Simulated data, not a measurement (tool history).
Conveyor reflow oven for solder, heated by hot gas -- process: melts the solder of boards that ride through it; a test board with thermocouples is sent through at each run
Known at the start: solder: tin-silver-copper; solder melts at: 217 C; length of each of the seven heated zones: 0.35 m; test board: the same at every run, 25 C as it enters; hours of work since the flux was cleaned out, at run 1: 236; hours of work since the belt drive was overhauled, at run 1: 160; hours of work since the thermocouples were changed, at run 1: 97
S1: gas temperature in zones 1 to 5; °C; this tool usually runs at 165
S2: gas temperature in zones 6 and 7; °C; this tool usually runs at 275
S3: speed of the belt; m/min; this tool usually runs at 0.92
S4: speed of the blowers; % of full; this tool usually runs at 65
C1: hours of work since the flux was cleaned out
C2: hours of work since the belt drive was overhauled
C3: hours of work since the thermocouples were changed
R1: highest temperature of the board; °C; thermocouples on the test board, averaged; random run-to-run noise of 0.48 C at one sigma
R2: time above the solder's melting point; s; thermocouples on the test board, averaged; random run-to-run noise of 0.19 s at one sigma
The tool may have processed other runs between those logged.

run	hour	S1	S2	S3	S4	C1	C2	C3	R1	R2
1	0	165	275	0.92	65	236	160	97	256.6	34.4
2	11.7	165	275	0.92	65	244	169	106	256.2	34.4
3	37	165	275	0.92	65	264	188	125	256.2	33.7
4	48.1	165	275	0.92	65	272	197	133	256.3	34.1
5	70.3	165	277	0.92	65	289	213	150	257.9	34.5
6	92	165	277	0.92	65	305	230	167	257.6	35.1
7	104.3	165	277	0.92	65	314	239	176	257.9	34.6
8	129.7	165	275	0.92	65	334	258	195	256.1	33.7
9	145.1	165	275	0.92	65	345	270	207	256.1	33.8
10	161.4	165	275	0.92	65	358	282	219	255.1	33.8
# hour 193.3: flux residue cleaned out of gas plates and filters
11	193.8	165	275	0.92	65	0	303	240	257.2	34.7
12	211	165	275	0.92	65	13	316	253	258.7	34.6
13	222.6	165	275	1.054	65	22	325	262	252.8	27.9
14	244.7	165	275	1.054	65	39	342	278	252.6	28
15	262.1	165	275	1.054	65	52	355	292	252.5	27.9
16	276.3	165	275	0.92	65	63	366	302	257.6	34.6
17	300.6	175	275	1.086	65	81	384	321	253.3	29.2
18	314.1	175	275	1.086	65	91	394	331	252	28.6
19	326.4	175	275	1.086	65	101	403	340	252.1	28.9
20	339.5	175	275	1.086	65	111	413	350	253	28.9
21	359.4	166	285	1.1	71	126	428	365	260.4	29.4
22	386	165	270	0.908	86	146	449	385	255.7	35.2
23	401.5	179	275	0.998	52	158	460	397	253.7	32.6
24	419.7	155	263	1.066	69	171	474	411	239.4	20.5
25	435.8	153	275	0.93	65	183	486	423	253.5	31
26	450.4	175	270	0.92	65	195	497	434	254	35.4
27	470.7	173	286	0.889	86	210	513	449	272.5	42.8
28	488.1	176	264	0.934	83	223	526	462	250.8	34.1
29	503	154	278	0.96	83	234	537	474	259.3	32.2
30	519.1	156	275	0.92	77	247	549	486	256.8	33.3
31	537.4	156	275	0.92	55	260	563	500	251.7	30.2
32	559.9	154	275	0.92	56	277	580	517	250.9	29.9

Predict each of these 3 candidate next runs independently; none follows another, all start after run 32:
A	571.5	174	279	0.92	56	286	589	526	?	?
B	571.5	154	275	1.089	56	286	589	526	?	?
C	571.5	165	274	0.92	65	286	589	526	?	?

run	R1	R2
A	258.4	36.9
B	243.3	21
C	254.7	33.7
The same runs, with their run-to-run variation unchanged, on a tool lacking any hidden condition would have given:
run	R1	R2
A	260.8	37.5
B	246.1	22.2
C	257.2	34.5
